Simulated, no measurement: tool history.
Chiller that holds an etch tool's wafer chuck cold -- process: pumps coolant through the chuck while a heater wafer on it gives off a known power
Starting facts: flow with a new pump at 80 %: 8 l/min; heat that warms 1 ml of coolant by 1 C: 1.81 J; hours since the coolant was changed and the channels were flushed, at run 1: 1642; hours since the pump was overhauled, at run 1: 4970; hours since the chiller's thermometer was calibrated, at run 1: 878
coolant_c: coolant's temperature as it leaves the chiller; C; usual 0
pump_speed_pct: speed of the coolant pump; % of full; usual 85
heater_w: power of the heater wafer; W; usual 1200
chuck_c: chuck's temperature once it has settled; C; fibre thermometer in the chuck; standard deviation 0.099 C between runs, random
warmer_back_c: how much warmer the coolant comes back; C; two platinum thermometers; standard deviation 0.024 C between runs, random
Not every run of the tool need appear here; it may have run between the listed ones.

run	day	coolant_c	pump_speed_pct	heater_w	hours since the coolant was changed and the channels were flushed	hours since the pump was overhauled	hours since the chiller's thermometer was calibrated	chuck_c	warmer_back_c
1	0.000	0	85	1200	1642	4970	878	11.98	4.71
2	4.488	0	85	1200	1749	5078	986	11.94	4.67
3	7.842	0	85	1200	1830	5158	1067	12.03	4.68
4	13.304	0	85	1200	1961	5289	1198	11.85	4.71
5	18.192	0	85	1200	2078	5407	1315	11.91	4.62
6	22.771	0	85	1200	2188	5517	1425	11.67	4.65
7	27.171	0	85	1200	2294	5622	1530	11.75	4.60
8	29.675	0	85	965	2354	5682	1590	9.45	3.71
9	32.504	0	98	1200	2422	5750	1658	11.06	4.04
10	36.112	0	85	1200	2508	5837	1745	11.85	4.59
11	41.321	0	85	1200	2633	5962	1870	12.03	4.64
12	46.108	0	85	1591	2748	6077	1985	15.80	6.11
13	51.750	0	85	1591	2884	6212	2120	15.82	6.13
14	55.904	0	85	1471	2983	6312	2220	14.71	5.64
15	58.567	0	85	1200	3047	6376	2284	11.90	4.51
16	61.958	0	85	763	3129	6457	2365	7.64	2.84
17	66.471	0	85	763	3237	6565	2474	7.50	2.85
18	71.254	6	85	1760	3352	6680	2588	23.40	6.79
19	74.988	6	85	1760	3441	6770	2678	23.45	6.70
20	78.750	-5	72	1586	3532	6860	2768	12.01	7.07
21	83.738	0	69	1200	3651	6980	2888	13.35	5.55
22	89.292	0	69	1200	3785	7113	3021	13.38	5.52
23	93.992	0	77	645	3898	7226	3134	6.81	2.51
24	98.279	-6	89	1242	4000	7329	3237	6.01	4.42
25	100.604	5	65	1200	4056	7385	3293	18.67	5.83
26	103.929	7	85	1064	4136	7464	3373	17.54	3.97
27	108.275	6	62	740	4240	7569	3477	14.68	3.68
28	111.767	6	67	740	4324	7653	3561	14.46	3.40
29	116.650	6	67	740	4441	7770	3678	14.23	3.39
# day 121.083: coolant pump overhauled
30	121.808	6	67	740	4560	17	3797	14.39	3.34
31	126.800	-8	81	724	4680	137	3917	-0.57	2.66
32	132.162	0	93	609	4809	266	4045	5.79	1.91

For each run, the measured value with the value that run would have given without the tool's hidden condition subtracted. The run-to-run variation is shared by both, the gauge scatter possibly not:
Hidden state at play: heat passed by the chuck's channels, % of clean ones'; flow at a given pump speed, % of a new pump's; coolant's true temperature over the reading, C; drift of the gauge itself on chuck_c, C; drift of the gauge itself on warmer_back_c, C.
run	warmer_back_c
1	+0.01
2	-0.01
3	-0.01
4	-0.02
5	-0.04
6	-0.04
7	-0.05
8	-0.06
9	-0.07
10	-0.08
11	-0.09
12	-0.10
13	-0.11
14	-0.12
15	-0.13
16	-0.14
17	-0.14
18	-0.15
19	-0.16
20	-0.17
21	-0.18
22	-0.20
23	-0.20
24	-0.22
25	-0.22
26	-0.22
27	-0.24
28	-0.24
29	-0.26
30	-0.27
31	-0.28
32	-0.30
chuck_c: within 0.03 C of the measured result in every run.

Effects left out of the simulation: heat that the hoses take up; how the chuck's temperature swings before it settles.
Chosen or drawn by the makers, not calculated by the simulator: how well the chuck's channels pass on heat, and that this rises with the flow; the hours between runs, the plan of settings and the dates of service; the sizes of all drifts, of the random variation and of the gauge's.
